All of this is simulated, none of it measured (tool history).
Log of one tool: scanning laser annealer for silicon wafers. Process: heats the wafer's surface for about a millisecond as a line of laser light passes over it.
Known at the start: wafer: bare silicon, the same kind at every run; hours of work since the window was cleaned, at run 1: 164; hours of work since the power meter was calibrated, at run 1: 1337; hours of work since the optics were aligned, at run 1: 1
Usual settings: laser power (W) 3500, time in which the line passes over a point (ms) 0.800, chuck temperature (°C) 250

| run | day | laser power (W) | time in which the line passes over a point (ms) | chuck temperature (°C) | hours of work since the window was cleaned | hours of work since the power meter was calibrated | hours of work since the optics were aligned | highest temperature of the surface (°C) |
|---|---|---|---|---|---|---|---|---|
| 1 | 0.000 | 3500 | 0.800 | 250 | 164 | 1337 | 1 | 953 |
| 2 | 3.296 | 3500 | 0.800 | 250 | 200 | 1373 | 36 | 953 |
| 3 | 7.075 | 3500 | 0.800 | 250 | 240 | 1413 | 76 | 948 |
| 4 | 9.879 | 3500 | 0.800 | 250 | 270 | 1443 | 106 | 945 |
| 5 | 11.800 | 3316 | 0.800 | 250 | 291 | 1464 | 127 | 894 |
| 6 | 15.400 | 3500 | 0.800 | 250 | 329 | 1502 | 166 | 937 |
| 7 | 18.792 | 3500 | 0.800 | 250 | 366 | 1539 | 202 | 935 |
| 8 | 22.046 | 3500 | 0.800 | 250 | 401 | 1574 | 237 | 932 |
| 9 | 24.767 | 3500 | 0.800 | 250 | 430 | 1603 | 266 | 929 |
|  | 25.208 | laser's power meter calibrated |
| 10 | 28.454 | 3500 | 0.800 | 250 | 468 | 35 | 304 | 920 |
| 11 | 30.942 | 3379 | 0.800 | 250 | 495 | 62 | 331 | 887 |
|  | 32.242 | laser's power meter calibrated, once more |
| 12 | 34.862 | 3334 | 0.800 | 250 | 536 | 28 | 372 | 886 |
| 13 | 38.208 | 3334 | 0.800 | 250 | 571 | 64 | 408 | 879 |
| 14 | 41.242 | 3500 | 0.686 | 260 | 604 | 97 | 440 | 884 |
| 15 | 44.583 | 3175 | 0.800 | 235 | 640 | 132 | 476 | 819 |
|  | 45.258 | window over the wafer cleaned |
| 16 | 47.021 | 3587 | 0.964 | 249 | 19 | 158 | 501 | 1039 |
| 17 | 49.900 | 3500 | 0.895 | 250 | 50 | 189 | 532 | 984 |
| 18 | 52.029 | 3062 | 0.569 | 237 | 73 | 211 | 555 | 745 |
| 19 | 54.400 | 3500 | 0.570 | 211 | 98 | 237 | 581 | 815 |
| 20 | 57.708 | 3500 | 0.570 | 211 | 134 | 272 | 616 | 815 |
| 21 | 59.504 | 3500 | 0.679 | 234 | 153 | 292 | 635 | 878 |
| 22 | 62.275 | 3500 | 0.679 | 234 | 183 | 321 | 665 | 876 |
| 23 | 66.000 | 3297 | 0.800 | 229 | 223 | 361 | 705 | 863 |
| 24 | 68.254 | 3297 | 0.800 | 229 | 247 | 385 | 729 | 861 |
| 25 | 69.858 | 3396 | 0.590 | 237 | 264 | 403 | 746 | 817 |
| 26 | 73.592 | 3483 | 0.760 | 244 | 304 | 443 | 786 | 904 |

3 ways to go on from here, each from the tool as it stands after run 26. What would each give?
| A | 76.612 | 3265 | 0.662 | 251 | 336 | 475 | 819 | ? |
| B | 76.612 | 3510 | 0.725 | 239 | 336 | 475 | 819 | ? |
| C | 76.612 | 3483 | 0.897 | 220 | 336 | 475 | 819 | ? |

| run | highest temperature of the surface (°C) |
|---|---|
| A | 818 |
| B | 887 |
| C | 920 |
Without the tool's hidden state the same runs would have given:
| run | highest temperature of the surface (°C) |
|---|---|
| A | 860 |
| B | 935 |
| C | 972 |
